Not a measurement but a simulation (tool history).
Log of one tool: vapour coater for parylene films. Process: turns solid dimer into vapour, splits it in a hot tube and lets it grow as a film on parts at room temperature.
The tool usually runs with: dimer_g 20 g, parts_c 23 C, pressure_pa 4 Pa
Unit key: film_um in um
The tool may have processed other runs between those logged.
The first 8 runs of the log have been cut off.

{"run": 9, "hour": 252.7, "dimer_g": 20, "parts_c": 23, "pressure_pa": 3.96, "film_um": 7.88}
{"hour": 277.5, "done": "table's thermometer calibrated, once more"}
{"run": 10, "hour": 291.5, "dimer_g": 20, "parts_c": 23, "pressure_pa": 3.96, "film_um": 8.18}
{"run": 11, "hour": 327.9, "dimer_g": 20, "parts_c": 23, "pressure_pa": 4, "film_um": 8.2}
{"run": 12, "hour": 365.0, "dimer_g": 20, "parts_c": 23, "pressure_pa": 4, "film_um": 7.95}
{"run": 13, "hour": 410.8, "dimer_g": 20, "parts_c": 23, "pressure_pa": 2.35, "film_um": 8.44}
{"hour": 421.2, "done": "trap's valve overhauled"}
{"run": 14, "hour": 435.3, "dimer_g": 20, "parts_c": 23, "pressure_pa": 2.35, "film_um": 9.01}
{"run": 15, "hour": 473.7, "dimer_g": 20, "parts_c": 23, "pressure_pa": 4, "film_um": 8.63}
{"run": 16, "hour": 502.4, "dimer_g": 20, "parts_c": 23, "pressure_pa": 4, "film_um": 8.55}
{"run": 17, "hour": 536.6, "dimer_g": 20, "parts_c": 23, "pressure_pa": 4, "film_um": 8.56}
{"run": 18, "hour": 577.3, "dimer_g": 20, "parts_c": 23, "pressure_pa": 8.58, "film_um": 7.94}
{"run": 19, "hour": 613.2, "dimer_g": 20, "parts_c": 23, "pressure_pa": 8.58, "film_um": 7.75}
{"run": 20, "hour": 638.1, "dimer_g": 20, "parts_c": 23, "pressure_pa": 8.58, "film_um": 7.84}
{"run": 21, "hour": 664.8, "dimer_g": 20, "parts_c": 23, "pressure_pa": 8.58, "film_um": 7.78}
{"run": 22, "hour": 697.0, "dimer_g": 10, "parts_c": 25, "pressure_pa": 4.04, "film_um": 3.85}
{"run": 23, "hour": 739.4, "dimer_g": 13, "parts_c": 23, "pressure_pa": 4, "film_um": 5.31}
{"run": 24, "hour": 764.8, "dimer_g": 12, "parts_c": 26, "pressure_pa": 6.26, "film_um": 4.17}
{"run": 25, "hour": 791.6, "dimer_g": 19, "parts_c": 23, "pressure_pa": 4, "film_um": 7.77}
{"run": 26, "hour": 832.1, "dimer_g": 31, "parts_c": 18, "pressure_pa": 2.32, "film_um": 16.59}
{"run": 27, "hour": 863.1, "dimer_g": 9, "parts_c": 33, "pressure_pa": 2.47, "film_um": 2.39}
{"run": 28, "hour": 900.4, "dimer_g": 20, "parts_c": 17, "pressure_pa": 2.12, "film_um": 11.13}
{"run": 29, "hour": 935.2, "dimer_g": 20, "parts_c": 17, "pressure_pa": 2.12, "film_um": 11.13}
{"run": 30, "hour": 977.4, "dimer_g": 23, "parts_c": 31, "pressure_pa": 2.5, "film_um": 6.64}
{"run": 31, "hour": 997.9, "dimer_g": 23, "parts_c": 31, "pressure_pa": 2.5, "film_um": 6.49}
{"run": 32, "hour": 1030.7, "dimer_g": 8, "parts_c": 23, "pressure_pa": 4, "film_um": 3.18}

Run 33 has not been measured yet. What should we expect?
{"hour": 1060.9, "done": "trap's valve overhauled"}
{"run": 33, "hour": 1077.7, "dimer_g": 26, "parts_c": 28, "pressure_pa": 4, "film_um": "?"}

film_um: 8.82 um
The same run, on a tool lacking any hidden state, would have yielded film_um 9.04 um.
